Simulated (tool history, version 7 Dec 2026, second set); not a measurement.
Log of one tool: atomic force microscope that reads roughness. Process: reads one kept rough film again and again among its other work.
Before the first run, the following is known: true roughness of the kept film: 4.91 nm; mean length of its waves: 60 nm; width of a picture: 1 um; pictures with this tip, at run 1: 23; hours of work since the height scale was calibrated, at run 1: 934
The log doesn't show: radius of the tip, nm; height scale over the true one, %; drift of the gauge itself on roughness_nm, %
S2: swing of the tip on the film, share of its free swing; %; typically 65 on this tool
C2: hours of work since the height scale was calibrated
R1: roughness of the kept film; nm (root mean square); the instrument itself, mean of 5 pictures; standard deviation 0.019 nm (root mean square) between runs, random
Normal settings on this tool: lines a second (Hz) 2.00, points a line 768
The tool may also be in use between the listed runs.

{"run": 1, "day": 0.0, "lines a second (Hz)": 2.0, "S2": 65, "points a line": 768, "pictures with this tip": 23, "C2": 934, "R1": 4.392}
{"run": 2, "day": 0.679, "lines a second (Hz)": 2.0, "S2": 65, "points a line": 768, "pictures with this tip": 49, "C2": 946, "R1": 4.257}
{"day": 1.817, "done": "new tip fitted"}
{"run": 3, "day": 1.817, "lines a second (Hz)": 2.0, "S2": 65, "points a line": 768, "pictures with this tip": 0, "C2": 965, "R1": 4.426}
{"run": 4, "day": 2.433, "lines a second (Hz)": 2.0, "S2": 65, "points a line": 768, "pictures with this tip": 24, "C2": 975, "R1": 4.375}
{"run": 5, "day": 3.638, "lines a second (Hz)": 2.0, "S2": 65, "points a line": 768, "pictures with this tip": 71, "C2": 996, "R1": 4.189}
{"day": 4.292, "done": "new tip fitted"}
{"run": 6, "day": 4.542, "lines a second (Hz)": 2.0, "S2": 80, "points a line": 768, "pictures with this tip": 10, "C2": 1011, "R1": 4.223}
{"run": 7, "day": 5.967, "lines a second (Hz)": 2.0, "S2": 80, "points a line": 768, "pictures with this tip": 66, "C2": 1035, "R1": 3.993}
{"day": 6.754, "done": "new tip fitted"}
{"run": 8, "day": 7.421, "lines a second (Hz)": 2.0, "S2": 80, "points a line": 768, "pictures with this tip": 26, "C2": 1060, "R1": 4.13}
{"run": 9, "day": 8.2, "lines a second (Hz)": 2.0, "S2": 80, "points a line": 768, "pictures with this tip": 56, "C2": 1073, "R1": 4.025}
{"run": 10, "day": 8.942, "lines a second (Hz)": 2.0, "S2": 67, "points a line": 768, "pictures with this tip": 85, "C2": 1085, "R1": 4.111}
{"day": 9.279, "done": "new tip fitted"}
{"run": 11, "day": 10.15, "lines a second (Hz)": 2.0, "S2": 67, "points a line": 768, "pictures with this tip": 34, "C2": 1106, "R1": 4.276}
{"run": 12, "day": 11.188, "lines a second (Hz)": 2.0, "S2": 67, "points a line": 768, "pictures with this tip": 75, "C2": 1123, "R1": 4.091}
{"day": 11.667, "done": "new tip fitted"}
{"run": 13, "day": 11.938, "lines a second (Hz)": 2.0, "S2": 67, "points a line": 702, "pictures with this tip": 10, "C2": 1136, "R1": 4.363}
{"day": 12.171, "done": "height scale calibrated on a step standard"}
{"run": 14, "day": 13.488, "lines a second (Hz)": 2.0, "S2": 87, "points a line": 768, "pictures with this tip": 69, "C2": 22, "R1": 3.816}
{"day": 14.154, "done": "new tip fitted"}
{"run": 15, "day": 14.808, "lines a second (Hz)": 2.0, "S2": 87, "points a line": 768, "pictures with this tip": 25, "C2": 44, "R1": 3.977}
{"run": 16, "day": 15.638, "lines a second (Hz)": 2.0, "S2": 87, "points a line": 768, "pictures with this tip": 58, "C2": 59, "R1": 3.886}
{"day": 16.608, "done": "new tip fitted"}
{"run": 17, "day": 17.175, "lines a second (Hz)": 0.86, "S2": 67, "points a line": 299, "pictures with this tip": 22, "C2": 84, "R1": 4.382}
{"run": 18, "day": 18.092, "lines a second (Hz)": 0.94, "S2": 67, "points a line": 299, "pictures with this tip": 57, "C2": 100, "R1": 4.229}
{"day": 19.038, "done": "new tip fitted"}
{"run": 19, "day": 19.154, "lines a second (Hz)": 1.78, "S2": 84, "points a line": 299, "pictures with this tip": 4, "C2": 118, "R1": 4.088}
{"run": 20, "day": 20.538, "lines a second (Hz)": 1.78, "S2": 84, "points a line": 299, "pictures with this tip": 58, "C2": 141, "R1": 3.879}
{"day": 20.742, "done": "height scale calibrated on a step standard, once more"}
{"run": 21, "day": 21.4, "lines a second (Hz)": 1.25, "S2": 84, "points a line": 330, "pictures with this tip": 90, "C2": 11, "R1": 4.054}
{"day": 21.521, "done": "new tip fitted"}
{"run": 22, "day": 22.05, "lines a second (Hz)": 1.99, "S2": 71, "points a line": 646, "pictures with this tip": 21, "C2": 22, "R1": 4.388}
{"run": 23, "day": 23.433, "lines a second (Hz)": 3.83, "S2": 58, "points a line": 766, "pictures with this tip": 75, "C2": 45, "R1": 4.212}
{"day": 23.983, "done": "new tip fitted"}
{"run": 24, "day": 24.608, "lines a second (Hz)": 3.81, "S2": 80, "points a line": 768, "pictures with this tip": 25, "C2": 65, "R1": 3.938}
{"run": 25, "day": 25.375, "lines a second (Hz)": 2.23, "S2": 80, "points a line": 391, "pictures with this tip": 55, "C2": 78, "R1": 4.094}
{"day": 26.45, "done": "new tip fitted"}
{"run": 26, "day": 26.617, "lines a second (Hz)": 2.23, "S2": 80, "points a line": 391, "pictures with this tip": 6, "C2": 99, "R1": 4.292}
{"run": 27, "day": 27.988, "lines a second (Hz)": 2.23, "S2": 80, "points a line": 391, "pictures with this tip": 60, "C2": 122, "R1": 4.093}

Some steps in R1 between neighbouring runs. How much of each would the tool show without its hidden state too (settings, what came in, random variation), and how much is left for the hidden state, with any gauge scatter that isn't in both results?
Run 12 -> 13: points a line 768 -> 702, new tip fitted. R1 +0.272 nm (root mean square): hidden state +0.247, all else +0.025.
Run 13 -> 14: S2 67 -> 87, points a line 702 -> 768, height scale calibrated on a step standard. R1 -0.547 nm (root mean square): hidden state -0.239, all else -0.308.
Run 16 -> 17: lines a second (Hz) 2.00 -> 0.86, S2 87 -> 67, points a line 768 -> 299, new tip fitted. R1 +0.496 nm (root mean square): hidden state +0.074, all else +0.422.
Run 21 -> 22: lines a second (Hz) 1.25 -> 1.99, S2 84 -> 71, points a line 330 -> 646, new tip fitted. R1 +0.334 nm (root mean square): hidden state +0.277, all else +0.057.
